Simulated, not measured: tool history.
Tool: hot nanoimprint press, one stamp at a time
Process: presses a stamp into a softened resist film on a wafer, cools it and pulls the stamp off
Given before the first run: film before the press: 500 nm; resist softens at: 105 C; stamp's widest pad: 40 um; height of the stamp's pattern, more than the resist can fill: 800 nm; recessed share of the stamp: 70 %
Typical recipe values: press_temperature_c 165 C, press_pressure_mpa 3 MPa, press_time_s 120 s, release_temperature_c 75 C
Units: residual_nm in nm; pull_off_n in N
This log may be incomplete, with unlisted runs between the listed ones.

run	day	press_temperature_c	press_pressure_mpa	press_time_s	release_temperature_c	residual_nm	pull_off_n
1	0	165	3	120	75	237.9	183
2	0.496	165	3	120	75	238.6	185
3	0.867	165	3	120	75	237.1	182
4	1.304	165	3	120	75	238.8	186
5	1.812	165	3	120	75	236.7	185
6	2.079	165	3	120	75	236.1	184
7	2.608	155	3	120	75	337.4	185
8	3.004	154	3	120	75	346	186
9	3.554	165	3	120	75	236.8	187
10	3.854	165	3	120	75	235.2	187
11	4.317	165	3	152	65	216.2	221
12	4.767	165	3	152	65	214	216
13	4.988	165	2.28	152	78	239.1	181
# day 5.425: plate thermocouple calibrated
14	5.504	165	3.39	152	66	222.3	226
15	5.758	164	2.57	188	81	238	177
16	6.288	173	2.57	188	67	165.3	228
17	6.617	156	4.27	65	80	369.4	179
18	7.108	159	3	120	76	315.9	195
19	7.458	172	4.7	120	76	160.5	199
20	7.862	160	2.56	161	81	293.4	179

4 ways to go on from here, each from the tool as it stands after run 20. What would each give?
A	8.117	165	1.87	95	75	?	?
B	8.117	167	2.33	161	81	?	?
C	8.117	160	2.56	161	63	?	?
D	8.117	168	2.57	80	81	?	?

run	residual_nm	pull_off_n
A	320.2	202
B	231.6	178
C	291.9	239
D	276.4	180
With no hidden state in the tool, these same runs would have given:
run	residual_nm	pull_off_n
A	321	185
B	232.2	164
C	292.5	219
D	276.8	165
